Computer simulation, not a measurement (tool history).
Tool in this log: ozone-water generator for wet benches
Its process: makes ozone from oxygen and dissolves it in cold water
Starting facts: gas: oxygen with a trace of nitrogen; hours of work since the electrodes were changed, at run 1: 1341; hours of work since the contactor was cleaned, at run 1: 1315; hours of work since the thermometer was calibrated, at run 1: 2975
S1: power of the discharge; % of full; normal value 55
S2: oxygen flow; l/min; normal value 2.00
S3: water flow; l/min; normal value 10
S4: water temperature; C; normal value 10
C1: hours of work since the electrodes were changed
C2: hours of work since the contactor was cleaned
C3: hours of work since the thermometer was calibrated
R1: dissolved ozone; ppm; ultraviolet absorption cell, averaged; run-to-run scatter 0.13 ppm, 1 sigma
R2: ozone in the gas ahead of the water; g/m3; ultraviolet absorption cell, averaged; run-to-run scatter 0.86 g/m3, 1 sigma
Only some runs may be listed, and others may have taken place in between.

{"run": 1, "hour": 0.0, "S1": 55, "S2": 2.0, "S3": 10, "S4": 10, "C1": 1341, "C2": 1315, "C3": 2975, "R1": 13.7, "R2": 132.5}
{"run": 2, "hour": 71.7, "S1": 55, "S2": 2.0, "S3": 13, "S4": 10, "C1": 1387, "C2": 1361, "C3": 3021, "R1": 11.0, "R2": 132.2}
{"run": 3, "hour": 151.1, "S1": 55, "S2": 2.0, "S3": 13, "S4": 10, "C1": 1438, "C2": 1413, "C3": 3072, "R1": 10.9, "R2": 130.4}
{"run": 4, "hour": 229.0, "S1": 55, "S2": 2.0, "S3": 13, "S4": 10, "C1": 1488, "C2": 1463, "C3": 3123, "R1": 10.9, "R2": 130.8}
{"run": 5, "hour": 316.7, "S1": 61, "S2": 2.0, "S3": 10, "S4": 10, "C1": 1545, "C2": 1519, "C3": 3179, "R1": 14.3, "R2": 138.7}
{"run": 6, "hour": 372.5, "S1": 61, "S2": 2.0, "S3": 10, "S4": 10, "C1": 1581, "C2": 1555, "C3": 3215, "R1": 14.3, "R2": 139.1}
{"run": 7, "hour": 461.0, "S1": 61, "S2": 2.0, "S3": 10, "S4": 10, "C1": 1638, "C2": 1612, "C3": 3272, "R1": 14.3, "R2": 137.0}
{"run": 8, "hour": 542.6, "S1": 55, "S2": 2.12, "S3": 10, "S4": 10, "C1": 1690, "C2": 1665, "C3": 3325, "R1": 13.4, "R2": 125.8}
{"run": 9, "hour": 642.0, "S1": 55, "S2": 2.12, "S3": 10, "S4": 10, "C1": 1754, "C2": 1729, "C3": 3389, "R1": 13.5, "R2": 124.3}
{"run": 10, "hour": 714.6, "S1": 55, "S2": 2.12, "S3": 10, "S4": 10, "C1": 1801, "C2": 1776, "C3": 3436, "R1": 13.5, "R2": 124.5}
{"run": 11, "hour": 789.3, "S1": 55, "S2": 2.12, "S3": 10, "S4": 10, "C1": 1849, "C2": 1824, "C3": 3484, "R1": 13.5, "R2": 124.8}
{"run": 12, "hour": 873.9, "S1": 55, "S2": 1.29, "S3": 10, "S4": 10, "C1": 1904, "C2": 1878, "C3": 3538, "R1": 12.1, "R2": 160.9}
{"run": 13, "hour": 925.0, "S1": 55, "S2": 1.29, "S3": 10, "S4": 10, "C1": 1937, "C2": 1911, "C3": 3571, "R1": 12.2, "R2": 160.6}
{"run": 14, "hour": 987.0, "S1": 55, "S2": 2.0, "S3": 12, "S4": 10, "C1": 1977, "C2": 1951, "C3": 3611, "R1": 11.2, "R2": 127.4}
{"run": 15, "hour": 1070.2, "S1": 55, "S2": 2.0, "S3": 12, "S4": 10, "C1": 2030, "C2": 2005, "C3": 3665, "R1": 11.2, "R2": 127.8}
{"hour": 1076.9, "done": "water thermometer calibrated"}
{"run": 16, "hour": 1172.9, "S1": 55, "S2": 2.0, "S3": 12, "S4": 10, "C1": 2096, "C2": 2071, "C3": 62, "R1": 11.3, "R2": 126.6}
{"run": 17, "hour": 1258.1, "S1": 55, "S2": 2.0, "S3": 12, "S4": 10, "C1": 2151, "C2": 2126, "C3": 117, "R1": 11.3, "R2": 126.5}
{"hour": 1288.6, "done": "water thermometer calibrated, once more"}
{"run": 18, "hour": 1347.0, "S1": 51, "S2": 2.97, "S3": 7, "S4": 6, "C1": 2208, "C2": 2183, "C3": 38, "R1": 17.8, "R2": 99.2}
{"run": 19, "hour": 1393.8, "S1": 51, "S2": 2.97, "S3": 7, "S4": 6, "C1": 2238, "C2": 2213, "C3": 68, "R1": 17.9, "R2": 98.9}
{"run": 20, "hour": 1501.1, "S1": 55, "S2": 1.05, "S3": 6, "S4": 10, "C1": 2307, "C2": 2282, "C3": 137, "R1": 18.3, "R2": 175.7}
{"run": 21, "hour": 1552.2, "S1": 56, "S2": 1.08, "S3": 10, "S4": 12, "C1": 2340, "C2": 2315, "C3": 170, "R1": 11.3, "R2": 173.7}
{"run": 22, "hour": 1629.1, "S1": 56, "S2": 1.08, "S3": 10, "S4": 12, "C1": 2390, "C2": 2364, "C3": 219, "R1": 11.2, "R2": 173.5}
{"run": 23, "hour": 1705.6, "S1": 56, "S2": 1.08, "S3": 10, "S4": 12, "C1": 2439, "C2": 2414, "C3": 269, "R1": 11.2, "R2": 174.6}
{"run": 24, "hour": 1752.2, "S1": 85, "S2": 2.04, "S3": 8, "S4": 15, "C1": 2469, "C2": 2444, "C3": 299, "R1": 18.9, "R2": 157.7}
{"run": 25, "hour": 1857.0, "S1": 85, "S2": 2.04, "S3": 8, "S4": 15, "C1": 2537, "C2": 2511, "C3": 366, "R1": 18.5, "R2": 156.4}
{"run": 26, "hour": 1921.5, "S1": 85, "S2": 1.47, "S3": 10, "S4": 14, "C1": 2578, "C2": 2553, "C3": 408, "R1": 14.5, "R2": 186.0}
{"run": 27, "hour": 1976.2, "S1": 46, "S2": 3.2, "S3": 15, "S4": 17, "C1": 2613, "C2": 2588, "C3": 443, "R1": 8.1, "R2": 88.2}
{"run": 28, "hour": 2084.6, "S1": 87, "S2": 1.03, "S3": 10, "S4": 11, "C1": 2683, "C2": 2658, "C3": 513, "R1": 14.1, "R2": 224.2}
{"run": 29, "hour": 2197.1, "S1": 86, "S2": 3.53, "S3": 6, "S4": 12, "C1": 2756, "C2": 2730, "C3": 586, "R1": 22.9, "R2": 118.8}
{"run": 30, "hour": 2300.4, "S1": 86, "S2": 3.53, "S3": 6, "S4": 12, "C1": 2822, "C2": 2797, "C3": 652, "R1": 22.6, "R2": 116.4}
{"run": 31, "hour": 2366.4, "S1": 86, "S2": 3.53, "S3": 6, "S4": 12, "C1": 2865, "C2": 2840, "C3": 695, "R1": 22.5, "R2": 117.9}
{"run": 32, "hour": 2423.8, "S1": 86, "S2": 3.53, "S3": 6, "S4": 12, "C1": 2902, "C2": 2877, "C3": 732, "R1": 22.5, "R2": 116.0}
{"run": 33, "hour": 2480.3, "S1": 86, "S2": 3.53, "S3": 6, "S4": 12, "C1": 2938, "C2": 2913, "C3": 768, "R1": 22.3, "R2": 115.5}

Here are 3 independent what-if runs from the current tool condition. What would each one return?
{"run": "A", "hour": 2567.9, "S1": 55, "S2": 1.32, "S3": 10, "S4": 10, "C1": 2995, "C2": 2969, "C3": 824, "R1": "?", "R2": "?"}
{"run": "B", "hour": 2567.9, "S1": 55, "S2": 2.0, "S3": 12, "S4": 10, "C1": 2995, "C2": 2969, "C3": 824, "R1": "?", "R2": "?"}
{"run": "C", "hour": 2567.9, "S1": 86, "S2": 3.53, "S3": 6, "S4": 6, "C1": 2995, "C2": 2969, "C3": 824, "R1": "?", "R2": "?"}

run=A R1=11.5 R2=151.0
run=B R1=10.4 R2=122.1
run=C R1=24.7 R2=114.8
Without the tool's hidden state the same runs would have given:
run=A R1=14.0 R2=173.2
run=B R1=12.8 R2=140.1
run=C R1=31.1 R2=137.5
